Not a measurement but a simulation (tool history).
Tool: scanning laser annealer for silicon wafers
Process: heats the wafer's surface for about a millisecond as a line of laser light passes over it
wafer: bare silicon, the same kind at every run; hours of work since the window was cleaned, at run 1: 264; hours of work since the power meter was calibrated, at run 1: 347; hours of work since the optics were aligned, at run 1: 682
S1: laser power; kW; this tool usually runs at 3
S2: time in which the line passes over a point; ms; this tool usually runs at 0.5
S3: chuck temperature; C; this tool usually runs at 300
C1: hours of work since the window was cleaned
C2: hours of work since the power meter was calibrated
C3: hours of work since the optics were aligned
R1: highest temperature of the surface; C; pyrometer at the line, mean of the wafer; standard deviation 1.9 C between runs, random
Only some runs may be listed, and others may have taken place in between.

run	day	S1	S2	S3	C1	C2	C3	R1
1	0	3	0.5	300	264	347	682	1088
2	2.383	3	0.5	300	310	393	728	1087
# day 3.867: window over the wafer cleaned
3	4.871	3	0.5	300	19	439	774	1104
4	6.583	3	0.545	300	52	472	807	1136
5	9.088	3.145	0.5	300	100	520	855	1136
6	10.5	3.145	0.56	300	127	547	882	1179
7	11.575	3.145	0.56	300	147	567	902	1171
8	13.492	3.145	0.56	300	184	604	939	1171
9	15.433	2.595	0.56	300	221	641	976	1023
10	17.779	2.595	0.56	300	266	686	1021	1018
11	19.204	3	0.617	300	293	713	1048	1166
# day 19.646: optics aligned, line set to its width
12	20.617	3	0.617	334	316	736	19	1210
# day 21.6: window over the wafer cleaned
13	23.212	3	0.617	334	31	784	67	1226
14	25.117	3	0.617	334	67	821	103	1222
15	26.65	3	0.617	334	97	850	132	1217
16	29.242	3.098	0.5	300	146	900	182	1128
17	31.817	3.179	0.5	300	195	949	231	1144
18	33.175	3.179	0.5	300	221	975	257	1138
19	34.754	3	0.5	300	252	1005	288	1092
20	35.925	3	0.5	300	274	1028	310	1088
21	37.742	3.019	0.5	300	309	1062	345	1094
# day 39.121: window over the wafer cleaned
22	40.125	3.014	0.5	282	19	1106	389	1094
23	42.146	2.815	0.553	314	58	1145	427	1110
24	43.696	3.243	0.5	291	88	1175	457	1155
25	46.262	3.243	0.5	291	137	1224	506	1152
26	48.058	3	0.442	302	171	1258	541	1054
27	50.033	3.002	0.5	306	209	1296	578	1101
28	52.304	3.027	0.59	267	252	1340	622	1127
29	54.75	3.051	0.512	261	299	1386	669	1071
30	55.912	3.051	0.512	261	321	1409	691	1068
# day 56.612: window over the wafer cleaned
31	57.554	2.88	0.585	261	18	1438	721	1095

Run 32, settings as shown, results not yet in. Your forecast:
32	59.429	2.88	0.585	261	54	1474	757	?

{"run 32": {"R1": 1090}}
With no hidden state in the tool, this same run would have given R1 1099 C.
